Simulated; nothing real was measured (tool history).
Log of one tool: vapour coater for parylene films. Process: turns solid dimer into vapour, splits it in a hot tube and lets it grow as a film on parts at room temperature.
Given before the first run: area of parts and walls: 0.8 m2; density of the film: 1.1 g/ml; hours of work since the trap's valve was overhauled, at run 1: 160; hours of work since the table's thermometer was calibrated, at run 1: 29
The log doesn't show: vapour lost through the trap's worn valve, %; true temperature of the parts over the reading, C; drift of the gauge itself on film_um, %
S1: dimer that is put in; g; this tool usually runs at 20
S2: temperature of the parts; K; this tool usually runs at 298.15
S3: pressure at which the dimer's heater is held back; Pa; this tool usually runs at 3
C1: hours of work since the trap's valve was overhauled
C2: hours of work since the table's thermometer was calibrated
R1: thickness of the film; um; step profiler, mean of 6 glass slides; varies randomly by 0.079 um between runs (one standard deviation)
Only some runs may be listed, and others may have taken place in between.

run 1 hour=0 | S1=20 S2=298.15 S3=3 | C1=160 C2=29 | R1=16.4
run 2 hour=17.6 | S1=20 S2=298.15 S3=3 | C1=169 C2=38 | R1=16.42
run 3 hour=39.8 | S1=12 S2=298.15 S3=3 | C1=180 C2=49 | R1=9.83
run 4 hour=59.7 | S1=9 S2=298.15 S3=3 | C1=190 C2=59 | R1=7.4
run 5 hour=77.8 | S1=9 S2=298.15 S3=3 | C1=199 C2=68 | R1=7.41
run 6 hour=98.5 | S1=9 S2=298.15 S3=3 | C1=210 C2=79 | R1=7.35
run 7 hour=123.1 | S1=9 S2=298.15 S3=3 | C1=222 C2=91 | R1=7.31
run 8 hour=149 | S1=9 S2=298.15 S3=3 | C1=235 C2=104 | R1=7.43
run 9 hour=176.8 | S1=9 S2=298.15 S3=3 | C1=249 C2=118 | R1=7.25
run 10 hour=188.3 | S1=9 S2=298.15 S3=3 | C1=255 C2=124 | R1=7.35
run 11 hour=203.4 | S1=20 S2=298.15 S3=3 | C1=262 C2=132 | R1=16.31
-- hour=209.3 trap's valve overhauled
run 12 hour=219.9 | S1=20 S2=298.15 S3=3 | C1=5 C2=138 | R1=16.32
run 13 hour=243.3 | S1=20 S2=298.15 S3=3 | C1=17 C2=150 | R1=16.31
run 14 hour=263.7 | S1=20 S2=298.15 S3=3 | C1=27 C2=160 | R1=16.22
run 15 hour=283.1 | S1=20 S2=298.15 S3=3 | C1=37 C2=170 | R1=16.22
run 16 hour=295.7 | S1=20 S2=298.15 S3=3 | C1=43 C2=176 | R1=16.35
run 17 hour=308.5 | S1=20 S2=298.15 S3=3 | C1=50 C2=183 | R1=16.28
run 18 hour=323.6 | S1=20 S2=306.15 S3=3 | C1=58 C2=190 | R1=12.16
run 19 hour=345.3 | S1=20 S2=306.15 S3=3 | C1=68 C2=201 | R1=12.19
run 20 hour=372.8 | S1=20 S2=298.15 S3=3 | C1=82 C2=215 | R1=16.28
run 21 hour=385 | S1=20 S2=298.15 S3=3 | C1=88 C2=221 | R1=16.26
run 22 hour=401.7 | S1=20 S2=298.15 S3=3 | C1=97 C2=229 | R1=16.14
run 23 hour=421.1 | S1=20 S2=298.15 S3=3 | C1=107 C2=239 | R1=16.2
run 24 hour=448.1 | S1=20 S2=298.15 S3=3 | C1=120 C2=253 | R1=16.1
run 25 hour=462.7 | S1=20 S2=298.15 S3=3 | C1=128 C2=260 | R1=16.13
run 26 hour=483.2 | S1=20 S2=298.15 S3=3 | C1=138 C2=270 | R1=16.05
run 27 hour=495.7 | S1=10 S2=306.15 S3=3.89 | C1=144 C2=277 | R1=5.85
run 28 hour=512.9 | S1=24 S2=296.15 S3=11.65 | C1=153 C2=285 | R1=17.02
run 29 hour=527.2 | S1=24 S2=296.15 S3=11.65 | C1=160 C2=293 | R1=17.29
run 30 hour=549.5 | S1=8 S2=307.15 S3=3.28 | C1=171 C2=304 | R1=4.62
run 31 hour=565.7 | S1=8 S2=291.15 S3=8.16 | C1=179 C2=312 | R1=7.23
run 32 hour=593.7 | S1=20 S2=293.15 S3=3 | C1=193 C2=326 | R1=19.35
run 33 hour=619.1 | S1=19 S2=293.15 S3=8.79 | C1=206 C2=339 | R1=15.77
run 34 hour=640.8 | S1=19 S2=293.15 S3=8.79 | C1=217 C2=350 | R1=15.65
run 35 hour=669.1 | S1=8 S2=300.15 S3=2.13 | C1=231 C2=364 | R1=6.23
run 36 hour=682.1 | S1=8 S2=300.15 S3=2.13 | C1=238 C2=371 | R1=6.24
-- hour=696.2 gauge calibrated
run 37 hour=704.8 | S1=8 S2=293.15 S3=7.24 | C1=249 C2=382 | R1=6.9
run 38 hour=726.5 | S1=26 S2=291.15 S3=7.24 | C1=260 C2=393 | R1=24.13
-- hour=737.3 trap's valve overhauled
run 39 hour=742.6 | S1=26 S2=291.15 S3=8.36 | C1=3 C2=399 | R1=23.92
run 40 hour=759.8 | S1=26 S2=304.15 S3=8.36 | C1=11 C2=408 | R1=14.92
run 41 hour=771.6 | S1=18 S2=304.15 S3=9.76 | C1=17 C2=414 | R1=10.21
run 42 hour=788.9 | S1=18 S2=304.15 S3=9.76 | C1=26 C2=422 | R1=10.21
run 43 hour=811.3 | S1=19 S2=300.15 S3=6.55 | C1=37 C2=434 | R1=13.08
run 44 hour=826 | S1=9 S2=300.15 S3=5.46 | C1=45 C2=441 | R1=6.34
run 45 hour=843.5 | S1=35 S2=300.15 S3=3.95 | C1=53 C2=450 | R1=25.79
run 46 hour=869.6 | S1=35 S2=299.15 S3=2.89 | C1=67 C2=463 | R1=27.8
run 47 hour=881.5 | S1=27 S2=298.15 S3=3 | C1=73 C2=469 | R1=22.06

Difference, measured minus no-hidden-state, one row per run. Run-to-run variation is common to both terms; the gauge's own scatter need not be:
run=1 R1=-0.03
run=2 R1=-0.04
run=3 R1=-0.04
run=4 R1=-0.04
run=5 R1=-0.04
run=6 R1=-0.04
run=7 R1=-0.06
run=8 R1=-0.06
run=9 R1=-0.08
run=10 R1=-0.07
run=11 R1=-0.18
run=12 R1=-0.15
run=13 R1=-0.17
run=14 R1=-0.19
run=15 R1=-0.21
run=16 R1=-0.21
run=17 R1=-0.22
run=18 R1=-0.18
run=19 R1=-0.19
run=20 R1=-0.28
run=21 R1=-0.28
run=22 R1=-0.29
run=23 R1=-0.31
run=24 R1=-0.33
run=25 R1=-0.34
run=26 R1=-0.36
run=27 R1=-0.13
run=28 R1=-0.41
run=29 R1=-0.43
run=30 R1=-0.12
run=31 R1=-0.19
run=32 R1=-0.54
run=33 R1=-0.46
run=34 R1=-0.47
run=35 R1=-0.2
run=36 R1=-0.21
run=37 R1=-0.02
run=38 R1=-0.08
run=39 R1=-0.05
run=40 R1=-0.04
run=41 R1=-0.03
run=42 R1=-0.04
run=43 R1=-0.07
run=44 R1=-0.04
run=45 R1=-0.17
run=46 R1=-0.22
run=47 R1=-0.19

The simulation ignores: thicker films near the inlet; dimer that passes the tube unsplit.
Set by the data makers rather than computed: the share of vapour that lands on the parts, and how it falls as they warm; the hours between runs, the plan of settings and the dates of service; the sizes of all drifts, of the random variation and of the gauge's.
